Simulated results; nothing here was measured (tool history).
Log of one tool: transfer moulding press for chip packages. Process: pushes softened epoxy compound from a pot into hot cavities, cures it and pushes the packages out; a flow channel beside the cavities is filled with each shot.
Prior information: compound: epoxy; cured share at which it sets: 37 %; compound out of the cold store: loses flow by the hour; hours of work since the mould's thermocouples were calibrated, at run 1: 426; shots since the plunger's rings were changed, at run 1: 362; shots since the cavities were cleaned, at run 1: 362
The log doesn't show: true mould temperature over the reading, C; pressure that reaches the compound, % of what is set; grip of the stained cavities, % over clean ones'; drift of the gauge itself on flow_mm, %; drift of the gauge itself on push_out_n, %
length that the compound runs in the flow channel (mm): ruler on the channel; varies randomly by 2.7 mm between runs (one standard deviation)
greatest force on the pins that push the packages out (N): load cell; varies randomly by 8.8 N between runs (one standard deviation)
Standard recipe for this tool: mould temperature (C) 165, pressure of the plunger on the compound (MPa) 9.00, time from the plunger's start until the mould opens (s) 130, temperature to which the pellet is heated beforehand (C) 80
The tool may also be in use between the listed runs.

run,hour,mould temperature (C),pressure of the plunger on the compound (MPa),time from the plunger's start until the mould opens (s),temperature to which the pellet is heated beforehand (C),hours of work since the mould's thermocouples were calibrated,shots since the plunger's rings were changed,shots since the cavities were cleaned,incoming compound's hours out of the cold store,length that the compound runs in the flow channel (mm),greatest force on the pins that push the packages out (N)
1,0.0,165,9.00,130,80,426,362,362,41.9,677,620
# hour 24.7: cavities cleaned with cleaning compound and waxed
2,41.3,170,9.00,130,80,453,750,161,44.5,658,462
3,79.8,165,9.00,130,80,479,1126,537,43.0,666,674
# hour 86.3: cavities cleaned with cleaning compound and waxed
4,99.4,165,9.00,130,80,491,1303,128,36.8,683,493
5,118.7,165,9.00,130,80,505,1491,316,17.9,713,641
# hour 149.8: cavities cleaned with cleaning compound and waxed
6,153.6,165,8.13,130,80,527,1816,37,39.4,639,408
7,173.8,165,9.00,130,80,541,2013,234,27.4,695,579
# hour 212.4: cavities cleaned with cleaning compound and waxed
8,212.4,165,9.40,130,80,566,2376,0,38.6,681,384
# hour 229.8: plunger's sealing rings changed
9,247.9,165,9.00,130,80,588,177,321,28.5,701,639
# hour 276.1: cavities cleaned with cleaning compound and waxed
10,287.0,165,9.00,130,80,614,543,105,26.8,698,480
11,312.6,165,9.00,130,80,631,793,355,16.7,728,638
12,333.8,165,9.00,130,80,645,1000,562,45.3,665,665
# hour 338.1: cavities cleaned with cleaning compound and waxed
13,364.8,165,9.00,130,80,665,1288,261,35.0,675,565
# hour 379.9: mould's thermocouples calibrated
# hour 401.0: cavities cleaned with cleaning compound and waxed
14,401.0,165,9.00,130,80,13,1607,0,26.9,702,391
15,417.8,165,9.00,130,80,25,1771,164,44.2,663,536
16,453.7,171,9.00,130,80,49,2120,513,33.3,667,588
# hour 462.4: cavities cleaned with cleaning compound and waxed
17,472.0,165,7.41,130,80,60,2285,94,16.2,651,513
# hour 496.9: plunger's sealing rings changed
18,514.8,165,7.41,130,80,88,175,487,32.8,633,705
# hour 526.5: cavities cleaned with cleaning compound and waxed
19,534.4,165,7.41,130,80,100,351,77,44.7,613,464
20,566.7,164,7.41,139,74,122,666,392,9.2,675,689
# hour 589.5: cavities cleaned with cleaning compound and waxed
21,606.9,165,9.58,130,80,148,1044,170,30.9,717,534
22,625.3,165,10.67,163,80,160,1223,349,22.3,777,538
23,643.3,165,10.00,116,80,173,1399,525,27.1,738,840
# hour 651.0: cavities cleaned with cleaning compound and waxed
24,661.8,165,10.00,116,80,184,1564,105,41.8,704,608
25,680.3,157,8.53,116,80,197,1745,286,34.2,687,1301
# hour 713.0: cavities cleaned with cleaning compound and waxed
26,720.4,157,8.53,116,80,223,2121,72,20.2,715,1023
27,753.6,157,8.53,116,80,245,2445,396,36.5,685,1434

Describe how what the log doesn't record of the tool's condition differs between the last listed run preceding each entry between runs and the first listed run following it.
Runs 1 to 2: cavities cleaned with cleaning compound and waxed (hour 24.7)
  true mould temperature over the reading, C: 0.65 -> 0.72; pressure that reaches the compound, % of what is set: 99.39 -> 98.72; grip of the stained cavities, % over clean ones': 66.2 -> 40.4
  measured value less the no-hidden-state value, length that the compound runs in the flow channel (mm): -4 -> -6; greatest force on the pins that push the packages out (N): +236 -> +126
Runs 3 to 4: cavities cleaned with cleaning compound and waxed (hour 86.3)
  true mould temperature over the reading, C: 0.77 -> 0.8; pressure that reaches the compound, % of what is set: 98.11 -> 97.8; grip of the stained cavities, % over clean ones': 87.9 -> 34.1
  measured value less the no-hidden-state value, length that the compound runs in the flow channel (mm): -8 -> -10; greatest force on the pins that push the packages out (N): +305 -> +112
Runs 5 to 6: cavities cleaned with cleaning compound and waxed (hour 149.8)
  true mould temperature over the reading, C: 0.83 -> 0.88; pressure that reaches the compound, % of what is set: 97.51 -> 96.95; grip of the stained cavities, % over clean ones': 67.4 -> 12.2
  measured value less the no-hidden-state value, length that the compound runs in the flow channel (mm): -11 -> -12; greatest force on the pins that push the packages out (N): +241 -> +30
Runs 7 to 8: cavities cleaned with cleaning compound and waxed (hour 212.4)
  true mould temperature over the reading, C: 0.91 -> 0.96; pressure that reaches the compound, % of what is set: 96.62 -> 96.02; grip of the stained cavities, % over clean ones': 53.5 -> 3
  measured value less the no-hidden-state value, length that the compound runs in the flow channel (mm): -15 -> -17; greatest force on the pins that push the packages out (N): +185 -> -5
Runs 8 to 9: plunger's sealing rings changed (hour 229.8)
  true mould temperature over the reading, C: 0.96 -> 1.01; pressure that reaches the compound, % of what is set: 96.02 -> 99.24; grip of the stained cavities, % over clean ones': 3 -> 68.5
  measured value less the no-hidden-state value, length that the compound runs in the flow channel (mm): -17 -> -6; greatest force on the pins that push the packages out (N): -5 -> +242
Runs 9 to 10: cavities cleaned with cleaning compound and waxed (hour 276.1)
  true mould temperature over the reading, C: 1.01 -> 1.06; pressure that reaches the compound, % of what is set: 99.24 -> 98.65; grip of the stained cavities, % over clean ones': 68.5 -> 27.3
  measured value less the no-hidden-state value, length that the compound runs in the flow channel (mm): -6 -> -8; greatest force on the pins that push the packages out (N): +242 -> +84
Runs 12 to 13: cavities cleaned with cleaning compound and waxed (hour 338.1)
  true mould temperature over the reading, C: 1.13 -> 1.18; pressure that reaches the compound, % of what is set: 97.86 -> 97.43; grip of the stained cavities, % over clean ones': 88.6 -> 59.5
  measured value less the no-hidden-state value, length that the compound runs in the flow channel (mm): -10 -> -12; greatest force on the pins that push the packages out (N): +295 -> +192
Runs 13 to 14: mould's thermocouples calibrated (hour 379.9); cavities cleaned with cleaning compound and waxed (hour 401.0)
  true mould temperature over the reading, C: 1.18 -> 0.21; pressure that reaches the compound, % of what is set: 97.43 -> 96.9; grip of the stained cavities, % over clean ones': 59.5 -> 3.7
  measured value less the no-hidden-state value, length that the compound runs in the flow channel (mm): -12 -> -12; greatest force on the pins that push the packages out (N): +192 -> +10
Runs 16 to 17: cavities cleaned with cleaning compound and waxed (hour 462.4)
  true mould temperature over the reading, C: 0.28 -> 0.31; pressure that reaches the compound, % of what is set: 96.05 -> 95.76; grip of the stained cavities, % over clean ones': 84.5 -> 27.8
  measured value less the no-hidden-state value, length that the compound runs in the flow channel (mm): -15 -> -15; greatest force on the pins that push the packages out (N): +267 -> +106
Runs 17 to 18: plunger's sealing rings changed (hour 496.9)
  true mould temperature over the reading, C: 0.31 -> 0.36; pressure that reaches the compound, % of what is set: 95.76 -> 99.75; grip of the stained cavities, % over clean ones': 27.8 -> 83
  measured value less the no-hidden-state value, length that the compound runs in the flow channel (mm): -15 -> -2; greatest force on the pins that push the packages out (N): +106 -> +312
Runs 18 to 19: cavities cleaned with cleaning compound and waxed (hour 526.5)
  true mould temperature over the reading, C: 0.36 -> 0.39; pressure that reaches the compound, % of what is set: 99.75 -> 99.48; grip of the stained cavities, % over clean ones': 83 -> 25.1
  measured value less the no-hidden-state value, length that the compound runs in the flow channel (mm): -2 -> -2; greatest force on the pins that push the packages out (N): +312 -> +88
Runs 20 to 21: cavities cleaned with cleaning compound and waxed (hour 589.5)
  true mould temperature over the reading, C: 0.43 -> 0.49; pressure that reaches the compound, % of what is set: 98.98 -> 98.35; grip of the stained cavities, % over clean ones': 77.9 -> 40.3
  measured value less the no-hidden-state value, length that the compound runs in the flow channel (mm): -5 -> -8; greatest force on the pins that push the packages out (N): +293 -> +145
Runs 23 to 24: cavities cleaned with cleaning compound and waxed (hour 651.0)
  true mould temperature over the reading, C: 0.55 -> 0.57; pressure that reaches the compound, % of what is set: 97.8 -> 97.52; grip of the stained cavities, % over clean ones': 85.1 -> 32.1
  measured value less the no-hidden-state value, length that the compound runs in the flow channel (mm): -10 -> -10; greatest force on the pins that push the packages out (N): +370 -> +132
Runs 25 to 26: cavities cleaned with cleaning compound and waxed (hour 713.0)
  true mould temperature over the reading, C: 0.6 -> 0.66; pressure that reaches the compound, % of what is set: 97.21 -> 96.61; grip of the stained cavities, % over clean ones': 64.5 -> 22.2
  measured value less the no-hidden-state value, length that the compound runs in the flow channel (mm): -12 -> -15; greatest force on the pins that push the packages out (N): +480 -> +149
